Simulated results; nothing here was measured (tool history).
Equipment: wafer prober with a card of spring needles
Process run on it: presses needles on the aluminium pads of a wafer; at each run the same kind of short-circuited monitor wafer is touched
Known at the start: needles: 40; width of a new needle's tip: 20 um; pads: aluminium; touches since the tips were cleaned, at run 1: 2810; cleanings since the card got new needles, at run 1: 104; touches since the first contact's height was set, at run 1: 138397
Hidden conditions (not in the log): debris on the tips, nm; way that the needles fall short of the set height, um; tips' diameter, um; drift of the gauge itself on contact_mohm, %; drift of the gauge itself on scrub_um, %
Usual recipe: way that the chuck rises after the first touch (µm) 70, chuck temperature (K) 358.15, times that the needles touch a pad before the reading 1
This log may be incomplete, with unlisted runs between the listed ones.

run,hour,way that the chuck rises after the first touch (µm),chuck temperature (K),times that the needles touch a pad before the reading,touches since the tips were cleaned,cleanings since the card got new needles,touches since the first contact's height was set,resistance of one needle with its contact and lead (mohm),way that a needle slides on the pad (µm)
1,0,70,358.15,1,2810,104,138397,154,17.57
# hour 3.6: tips cleaned on abrasive film
# hour 17.8: tips cleaned on abrasive film
# hour 32: tips cleaned on abrasive film
# hour 46.2: tips cleaned on abrasive film
2,46.7,70,358.15,1,114,108,148358,153,17.35
# hour 60.5: tips cleaned on abrasive film
# hour 78: tips cleaned on abrasive film
# hour 95.7: tips cleaned on abrasive film
3,109.2,70,344.15,1,2921,111,161744,151,17.31
# hour 112.9: tips cleaned on abrasive film
# hour 127.1: tips cleaned on abrasive film
# hour 143.5: tips cleaned on abrasive film
4,155.1,70,344.15,1,2484,114,171537,151,17.51
# hour 158.7: tips cleaned on abrasive film
# hour 175.1: tips cleaned on abrasive film
# hour 191.2: tips cleaned on abrasive film
# hour 205.8: tips cleaned on abrasive film
5,205.8,70,358.15,1,0,118,182371,150,17.45
# hour 220: tips cleaned on abrasive film
# hour 236.9: tips cleaned on abrasive film
# hour 252.4: tips cleaned on abrasive film
6,252.4,70,358.15,1,0,121,192322,155,17.5
# hour 269.6: tips cleaned on abrasive film
# hour 285.6: tips cleaned on abrasive film
7,291.4,70,358.15,1,1248,123,200661,152,17.52
# hour 301.5: tips cleaned on abrasive film
# hour 319.1: tips cleaned on abrasive film
8,329,70,358.15,1,2128,125,208720,152,17.3
# hour 335.4: tips cleaned on abrasive film
# hour 346.2: height of the first contact set anew
# hour 349.8: tips cleaned on abrasive film
# hour 367.1: tips cleaned on abrasive film
9,371.7,70,358.15,1,999,128,5439,153,17.48
# hour 382.4: tips cleaned on abrasive film
# hour 399.3: tips cleaned on abrasive film
10,409.3,70,373.15,1,2161,130,13483,153,17.66
# hour 415.8: tips cleaned on abrasive film
# hour 430: tips cleaned on abrasive film
# hour 447.6: tips cleaned on abrasive film
# hour 464.8: tips cleaned on abrasive film
11,466,80,312.15,1,254,134,25591,143,19.5
# hour 479.9: tips cleaned on abrasive film
# hour 494.1: tips cleaned on abrasive film
# hour 511.8: tips cleaned on abrasive film
12,521.5,56,358.15,1,2075,137,37456,156,14.04
# hour 527.7: tips cleaned on abrasive film
# hour 545.1: tips cleaned on abrasive film
13,549.2,56,358.15,1,883,139,43375,153,13.91
# hour 559.7: tips cleaned on abrasive film
# hour 577.4: tips cleaned on abrasive film
# hour 591.7: tips cleaned on abrasive film
14,591.7,68,358.15,3,0,142,52452,153,17.02
# hour 608.7: tips cleaned on abrasive film
# hour 625.3: tips cleaned on abrasive film
15,636.2,68,358.15,3,2333,144,61983,154,16.57
# hour 639.8: tips cleaned on abrasive film
# hour 657.5: tips cleaned on abrasive film
# hour 674.7: tips cleaned on abrasive film
# hour 691.4: tips cleaned on abrasive film
16,699,82,392.15,1,1626,148,75397,157,20.56
# hour 706.1: tips cleaned on abrasive film
# hour 723.2: tips cleaned on abrasive film
# hour 740.2: tips cleaned on abrasive film
17,743.1,82,392.15,1,631,151,84839,155,20.44

4 ways to go on from here, each from the tool as it stands after run 17. What would each give?
# hour 756.7: tips cleaned on abrasive film
# hour 773.5: tips cleaned on abrasive film
# hour 788.8: tips cleaned on abrasive film
A,788.8,65,392.15,1,0,154,94599,?,?
# hour 756.7: tips cleaned on abrasive film
# hour 773.5: tips cleaned on abrasive film
# hour 788.8: tips cleaned on abrasive film
B,788.8,67,321.15,2,0,154,94599,?,?
# hour 756.7: tips cleaned on abrasive film
# hour 773.5: tips cleaned on abrasive film
# hour 788.8: tips cleaned on abrasive film
C,788.8,70,391.15,1,0,154,94599,?,?
# hour 756.7: tips cleaned on abrasive film
# hour 773.5: tips cleaned on abrasive film
# hour 788.8: tips cleaned on abrasive film
D,788.8,90,392.15,2,0,154,94599,?,?

run,resistance of one needle with its contact and lead (mohm),way that a needle slides on the pad (µm)
A,158,16.34
B,146,16.68
C,159,17.59
D,155,22.18
The same runs, with their run-to-run variation unchanged, on a tool lacking any hidden condition would have given:
run,resistance of one needle with its contact and lead (mohm),way that a needle slides on the pad (µm)
A,158,16.35
B,146,16.69
C,159,17.6
D,155,22.18
